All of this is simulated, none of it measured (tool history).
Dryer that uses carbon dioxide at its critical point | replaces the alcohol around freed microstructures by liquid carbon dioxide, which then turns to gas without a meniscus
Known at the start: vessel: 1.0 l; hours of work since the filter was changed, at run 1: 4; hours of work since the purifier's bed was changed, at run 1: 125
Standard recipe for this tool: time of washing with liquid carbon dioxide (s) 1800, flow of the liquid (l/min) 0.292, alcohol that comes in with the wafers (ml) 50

run	hour	time of washing with liquid carbon dioxide (s)	flow of the liquid (l/min)	alcohol that comes in with the wafers (ml)	hours of work since the filter was changed	hours of work since the purifier's bed was changed	alcohol left in the vessel before it's heated (ppm by volume)
1	0	1800	0.292	50	4	125	43
2	7.5	1800	0.337	50	7	127	37
3	15.7	1800	0.337	50	10	131	30
4	21.3	1800	0.292	50	12	133	44
5	26.3	1800	0.292	50	14	135	42
6	32.3	1320	0.292	50	16	137	144
7	38.1	1800	0.385	50	18	139	33
8	44.8	1800	0.292	87	21	142	48
9	49.7	1800	0.292	52	23	144	41
10	59.1	1800	0.292	52	26	147	40
11	66.9	1800	0.292	52	29	150	46
12	71.8	1800	0.292	52	31	152	49
13	75.9	1800	0.29	52	33	154	44
14	83.1	1800	0.29	52	36	156	40
15	91.3	1800	0.297	50	39	160	51
16	99.4	1800	0.292	50	42	163	42
17	103.8	1800	0.292	50	44	164	43
18	110.1	1800	0.292	50	46	167	55
19	115.4	1800	0.292	58	48	169	43
20	120.7	1140	0.42	50	50	171	66
21	126.7	1800	0.266	20	52	173	45
22	131.5	1800	0.299	20	54	175	46
23	136.2	1800	0.299	97	56	177	56
24	142.5	1800	0.299	97	58	179	62
25	150.5	2340	0.195	37	61	182	69
26	156.1	1320	0.384	50	64	184	51
27	160.3	1620	0.384	23	65	186	43
28	167.7	1740	0.444	23	68	189	51
29	175.4	1800	0.336	50	71	192	46
30	184.4	1800	0.336	50	74	195	46
31	189.9	1140	0.216	43	76	197	1013
32	198.6	1140	0.176	23	80	201	1144
33	208.2	2880	0.193	77	83	204	53
34	212.2	2340	0.337	50	85	206	51
35	218	1620	0.339	50	87	208	54
36	222.5	1800	0.18	116	89	210	896
37	232.1	2100	0.261	24	93	213	51
38	240.8	1260	0.278	50	96	217	270

Pick out some run-to-run changes in alcohol left in the vessel before it's heated (ppm by volume). Of each, how much would a tool without hidden state show as well, from the settings, what came in and chance, and how much is left for the hidden state and any gauge scatter not in both results compared?
The hidden state here: flow that reaches the vessel past the clogged filter, %; alcohol in the recycled carbon dioxide, ppm; drift of the gauge itself on alcohol_ppm, %.
Run 30 -> 31: time of washing with liquid carbon dioxide (s) 1800 -> 1140, flow of the liquid (l/min) 0.336 -> 0.216, alcohol that comes in with the wafers (ml) 50 -> 43. alcohol left in the vessel before it's heated (ppm by volume) +967: hidden state +107, all else +860.
Run 32 -> 33: time of washing with liquid carbon dioxide (s) 1140 -> 2880, flow of the liquid (l/min) 0.176 -> 0.193, alcohol that comes in with the wafers (ml) 23 -> 77. alcohol left in the vessel before it's heated (ppm by volume) -1091: hidden state -98, all else -993.
Run 35 -> 36: time of washing with liquid carbon dioxide (s) 1620 -> 1800, flow of the liquid (l/min) 0.339 -> 0.18, alcohol that comes in with the wafers (ml) 50 -> 116. alcohol left in the vessel before it's heated (ppm by volume) +842: hidden state +134, all else +708.
Run 36 -> 37: time of washing with liquid carbon dioxide (s) 1800 -> 2100, flow of the liquid (l/min) 0.18 -> 0.261, alcohol that comes in with the wafers (ml) 116 -> 24. alcohol left in the vessel before it's heated (ppm by volume) -845: hidden state -134, all else -711.

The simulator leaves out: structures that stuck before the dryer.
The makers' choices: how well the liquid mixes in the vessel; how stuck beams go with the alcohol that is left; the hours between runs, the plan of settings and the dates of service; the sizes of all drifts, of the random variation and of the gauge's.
